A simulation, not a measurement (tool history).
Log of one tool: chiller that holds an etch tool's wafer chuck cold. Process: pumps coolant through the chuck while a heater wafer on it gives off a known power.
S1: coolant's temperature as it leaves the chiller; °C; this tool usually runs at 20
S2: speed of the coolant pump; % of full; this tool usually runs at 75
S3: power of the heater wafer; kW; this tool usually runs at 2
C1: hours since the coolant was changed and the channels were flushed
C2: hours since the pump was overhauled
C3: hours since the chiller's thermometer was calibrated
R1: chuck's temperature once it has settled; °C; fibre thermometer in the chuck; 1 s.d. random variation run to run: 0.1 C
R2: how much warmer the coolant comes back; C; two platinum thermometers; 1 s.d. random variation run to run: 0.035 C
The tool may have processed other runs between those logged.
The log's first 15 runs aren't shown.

{"run": 16, "day": 16.442, "S1": 20, "S2": 75, "S3": 2.69, "C1": 4419, "C2": 1143, "C3": 968, "R1": 46.9, "R2": 8.02}
{"run": 17, "day": 17.229, "S1": 20, "S2": 75, "S3": 2.69, "C1": 4438, "C2": 1162, "C3": 987, "R1": 47, "R2": 8.07}
{"run": 18, "day": 18.675, "S1": 20, "S2": 61, "S3": 2, "C1": 4473, "C2": 1196, "C3": 1022, "R1": 43.4, "R2": 7.59}
{"run": 19, "day": 20.108, "S1": 20, "S2": 61, "S3": 2, "C1": 4507, "C2": 1231, "C3": 1056, "R1": 43.1, "R2": 7.54}
{"day": 21.45, "done": "coolant changed, channels flushed"}
{"run": 20, "day": 21.808, "S1": 20, "S2": 61, "S3": 2, "C1": 9, "C2": 1265, "C3": 1091, "R1": 43.3, "R2": 7.57}
{"run": 21, "day": 22.5, "S1": 14, "S2": 75, "S3": 1.253, "C1": 25, "C2": 1282, "C3": 1107, "R1": 26.5, "R2": 3.78}
{"run": 22, "day": 23.167, "S1": 14, "S2": 67, "S3": 2.126, "C1": 41, "C2": 1298, "C3": 1123, "R1": 37.1, "R2": 7.17}
{"run": 23, "day": 24.012, "S1": 26, "S2": 76, "S3": 1.864, "C1": 61, "C2": 1318, "C3": 1144, "R1": 44.4, "R2": 5.48}
{"run": 24, "day": 25.438, "S1": 26, "S2": 76, "S3": 1.864, "C1": 96, "C2": 1352, "C3": 1178, "R1": 44.4, "R2": 5.52}
{"run": 25, "day": 26.846, "S1": 26, "S2": 76, "S3": 1.864, "C1": 129, "C2": 1386, "C3": 1212, "R1": 44.6, "R2": 5.51}
{"run": 26, "day": 28.196, "S1": 16, "S2": 62, "S3": 2.656, "C1": 162, "C2": 1419, "C3": 1244, "R1": 46.5, "R2": 9.87}
{"run": 27, "day": 29.15, "S1": 20, "S2": 60, "S3": 2.876, "C1": 185, "C2": 1442, "C3": 1267, "R1": 53.9, "R2": 11.11}
{"run": 28, "day": 30.046, "S1": 20, "S2": 60, "S3": 2.876, "C1": 206, "C2": 1463, "C3": 1288, "R1": 54, "R2": 11.05}
{"run": 29, "day": 31.154, "S1": 18, "S2": 62, "S3": 1.279, "C1": 233, "C2": 1490, "C3": 1315, "R1": 32.6, "R2": 4.79}
{"run": 30, "day": 32.483, "S1": 18, "S2": 62, "S3": 1.279, "C1": 265, "C2": 1522, "C3": 1347, "R1": 32.7, "R2": 4.8}
{"run": 31, "day": 33.221, "S1": 16, "S2": 80, "S3": 1.839, "C1": 282, "C2": 1539, "C3": 1365, "R1": 33.6, "R2": 5.08}

Each row is a separate what-if for the run after 31, all from the same tool condition, not one after another. Results?
{"run": "A", "day": 34.229, "S1": 20, "S2": 88, "S3": 2.113, "C1": 307, "C2": 1564, "C3": 1389, "R1": "?", "R2": "?"}
{"run": "B", "day": 34.229, "S1": 21, "S2": 75, "S3": 2.663, "C1": 307, "C2": 1564, "C3": 1389, "R1": "?", "R2": "?"}
{"run": "C", "day": 34.229, "S1": 15, "S2": 69, "S3": 2.034, "C1": 307, "C2": 1564, "C3": 1389, "R1": "?", "R2": "?"}
{"run": "D", "day": 34.229, "S1": 16, "S2": 99, "S3": 2, "C1": 307, "C2": 1564, "C3": 1389, "R1": "?", "R2": "?"}
{"run": "E", "day": 34.229, "S1": 11, "S2": 80, "S3": 1.677, "C1": 307, "C2": 1564, "C3": 1389, "R1": "?", "R2": "?"}

run=A R1=38.9 R2=5.24
run=B R1=47.5 R2=7.98
run=C R1=36.6 R2=6.75
run=D R1=32.4 R2=4.32
run=E R1=27 R2=4.65
With the hidden condition removed and each run's random variation left untouched, the same runs would have given:
run=A R1=38.9 R2=5.24
run=B R1=47.5 R2=7.97
run=C R1=36.6 R2=6.75
run=D R1=32.4 R2=4.32
run=E R1=27 R2=4.65

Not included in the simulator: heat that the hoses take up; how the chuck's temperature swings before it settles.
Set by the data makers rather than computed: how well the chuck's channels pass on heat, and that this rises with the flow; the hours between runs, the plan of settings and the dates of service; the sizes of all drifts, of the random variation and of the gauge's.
